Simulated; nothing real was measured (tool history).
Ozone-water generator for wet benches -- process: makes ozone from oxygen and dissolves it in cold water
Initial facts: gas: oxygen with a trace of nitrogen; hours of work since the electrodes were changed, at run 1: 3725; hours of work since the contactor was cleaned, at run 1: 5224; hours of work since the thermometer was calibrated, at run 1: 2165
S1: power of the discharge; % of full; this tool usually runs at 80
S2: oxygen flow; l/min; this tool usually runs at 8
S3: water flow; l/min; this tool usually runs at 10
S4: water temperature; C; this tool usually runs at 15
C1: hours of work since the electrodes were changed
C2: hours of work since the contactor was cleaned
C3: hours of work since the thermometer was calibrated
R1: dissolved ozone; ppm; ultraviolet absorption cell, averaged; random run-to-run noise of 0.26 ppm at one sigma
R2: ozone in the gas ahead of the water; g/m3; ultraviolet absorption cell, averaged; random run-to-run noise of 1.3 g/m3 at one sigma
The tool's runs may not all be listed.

Run 1, day 0: usual settings; C1 3725; C2 5224; C3 2165. Result: R1 32.6 ppm, R2 204.1 g/m3.
At day 3.908: contactor cleaned.
Run 2, day 4.117: usual settings but S2 4.39 l/min; C1 3802; C2 4; C3 2242. Result: R1 35.3 ppm, R2 266.5 g/m3.
Run 3, day 10.262: usual settings; C1 3921; C2 124; C3 2362. Result: R1 33.3 ppm, R2 199.9 g/m3.
Run 4, day 16.296: usual settings but S4 13 C; C1 4039; C2 241; C3 2479. Result: R1 34.4 ppm, R2 200.4 g/m3.
Run 5, day 19.633: usual settings but S3 6 l/min, S4 13 C; C1 4104; C2 306; C3 2544. Result: R1 47.1 ppm, R2 198.2 g/m3.
Run 6, day 25.942: usual settings but S3 6 l/min, S4 13 C; C1 4226; C2 429; C3 2667. Result: R1 46.9 ppm, R2 199.1 g/m3.
Run 7, day 31: usual settings but S4 8 C; C1 4325; C2 527; C3 2765. Result: R1 37.6 ppm, R2 197.5 g/m3.
Run 8, day 34.238: usual settings but S1 59 % of full, S4 8 C; C1 4388; C2 590; C3 2828. Result: R1 29.9 ppm, R2 155.5 g/m3.
Run 9, day 37.575: usual settings but S1 59 % of full, S4 8 C; C1 4453; C2 655; C3 2893. Result: R1 29.8 ppm, R2 155.6 g/m3.
Run 10, day 41.233: usual settings but S1 59 % of full, S4 8 C; C1 4524; C2 726; C3 2964. Result: R1 29.5 ppm, R2 155 g/m3.
Run 11, day 47.471: usual settings but S1 59 % of full, S4 8 C; C1 4645; C2 847; C3 3085. Result: R1 29.4 ppm, R2 153.7 g/m3.
Run 12, day 51.3: usual settings but S1 59 % of full, S4 8 C; C1 4719; C2 922; C3 3160. Result: R1 29.2 ppm, R2 152.7 g/m3.
Run 13, day 56.838: usual settings; C1 4827; C2 1029; C3 3268. Result: R1 31.8 ppm, R2 193 g/m3.
Run 14, day 63.179: usual settings but S3 13 l/min; C1 4951; C2 1153; C3 3391. Result: R1 25.7 ppm, R2 192.9 g/m3.
Run 15, day 69.946: usual settings but S3 13 l/min; C1 5082; C2 1284; C3 3523. Result: R1 25.4 ppm, R2 190.9 g/m3.
Run 16, day 76.392: usual settings; C1 5208; C2 1410; C3 3648. Result: R1 31.1 ppm, R2 186.4 g/m3.
Run 17, day 83.6: usual settings; C1 5348; C2 1550; C3 3788. Result: R1 30.5 ppm, R2 188.4 g/m3.
Run 18, day 90.721: usual settings but S2 7.63 l/min, S3 11 l/min, S4 11 C; C1 5486; C2 1688; C3 3927. Result: R1 30.7 ppm, R2 189.3 g/m3.
At day 95.692: water thermometer calibrated.
Run 19, day 97.842: usual settings but S1 55 % of full, S3 8 l/min, S4 7 C; C1 5624; C2 1827; C3 42. Result: R1 32.3 ppm, R2 139.4 g/m3.
Run 20, day 102.879: usual settings but S1 92 % of full, S2 6.58 l/min, S3 8 l/min, S4 7 C; C1 5722; C2 1925; C3 140. Result: R1 47.8 ppm, R2 222.8 g/m3.
Run 21, day 108.212: usual settings but S1 92 % of full, S2 6.24 l/min, S3 8 l/min, S4 16 C; C1 5826; C2 2028; C3 244. Result: R1 40.2 ppm, R2 228.1 g/m3.
Run 22, day 114.275: usual settings but S3 11 l/min; C1 5944; C2 2146; C3 361. Result: R1 27.9 ppm, R2 183.4 g/m3.
Run 23, day 119.767: usual settings but S1 55 % of full, S2 8.04 l/min, S4 9 C; C1 6051; C2 2253; C3 468. Result: R1 25.6 ppm, R2 137.9 g/m3.
Run 24, day 123.375: usual settings but S1 51 % of full, S2 9.7 l/min, S4 9 C; C1 6121; C2 2323; C3 538. Result: R1 23.9 ppm, R2 118.8 g/m3.
Run 25, day 129.438: usual settings but S1 51 % of full, S2 9.7 l/min, S4 9 C; C1 6239; C2 2441; C3 656. Result: R1 24 ppm, R2 120.7 g/m3.
Run 26, day 133.242: usual settings but S1 55 % of full, S2 9.44 l/min, S3 12 l/min, S4 11 C; C1 6313; C2 2515; C3 730. Result: R1 20.9 ppm, R2 127 g/m3.

For run 27, what comes out?
Run 27, day 140.333: usual settings but S1 100 % of full, S3 12 l/min; C1 6451; C2 2653; C3 868. Result: R1 ?, R2 ?.

R1: 29.5 ppm
R2: 206.6 g/m3
Had the tool carried no hidden state, the very same run would have given R1 42.1 ppm, R2 285.4 g/m3.
